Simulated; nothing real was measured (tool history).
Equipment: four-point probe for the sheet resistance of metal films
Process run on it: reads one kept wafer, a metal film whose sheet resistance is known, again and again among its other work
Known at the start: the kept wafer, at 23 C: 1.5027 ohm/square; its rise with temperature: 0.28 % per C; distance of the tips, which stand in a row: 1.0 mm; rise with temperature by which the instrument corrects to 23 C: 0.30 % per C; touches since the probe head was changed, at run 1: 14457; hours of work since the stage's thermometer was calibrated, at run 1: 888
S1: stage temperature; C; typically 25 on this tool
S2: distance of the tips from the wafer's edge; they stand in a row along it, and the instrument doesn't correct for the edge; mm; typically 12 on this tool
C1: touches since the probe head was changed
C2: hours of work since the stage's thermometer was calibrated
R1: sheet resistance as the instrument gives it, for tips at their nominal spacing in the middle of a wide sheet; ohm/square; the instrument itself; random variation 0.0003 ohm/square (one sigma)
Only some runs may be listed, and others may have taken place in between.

run 1 hour=0 | S1=25 S2=12 | C1=14457 C2=888 | R1=1.509484
run 2 hour=15.5 | S1=25 S2=12 | C1=14827 C2=895 | R1=1.509241
run 3 hour=34.8 | S1=25 S2=12 | C1=15289 C2=902 | R1=1.50948
run 4 hour=54.1 | S1=25 S2=12 | C1=15748 C2=910 | R1=1.509632
run 5 hour=77.1 | S1=25 S2=12 | C1=16298 C2=920 | R1=1.508586
run 6 hour=98.2 | S1=25 S2=12 | C1=16803 C2=929 | R1=1.509552
run 7 hour=124.6 | S1=25 S2=12 | C1=17432 C2=939 | R1=1.509118
run 8 hour=154.6 | S1=25 S2=12 | C1=18149 C2=952 | R1=1.509341
run 9 hour=182.6 | S1=25 S2=12 | C1=18818 C2=963 | R1=1.50959
run 10 hour=201.8 | S1=25 S2=12 | C1=19276 C2=971 | R1=1.509124
run 11 hour=215.9 | S1=25 S2=12 | C1=19613 C2=977 | R1=1.508833
run 12 hour=234.7 | S1=25 S2=36 | C1=20062 C2=985 | R1=1.504271
run 13 hour=256.3 | S1=25 S2=36 | C1=20578 C2=994 | R1=1.504297
run 14 hour=285.9 | S1=25 S2=36 | C1=21287 C2=1006 | R1=1.504032
run 15 hour=302.8 | S1=25 S2=24 | C1=21688 C2=1013 | R1=1.505247

Predict the results of run 16:
run 16 hour=332.7 | S1=20 S2=17 | C1=22404 C2=1025 | R1=?

R1: 1.507759 ohm/square
Take away the tool's hidden state, keep the run-to-run variation as it was, and the same run would have given R1 1.506385 ohm/square.
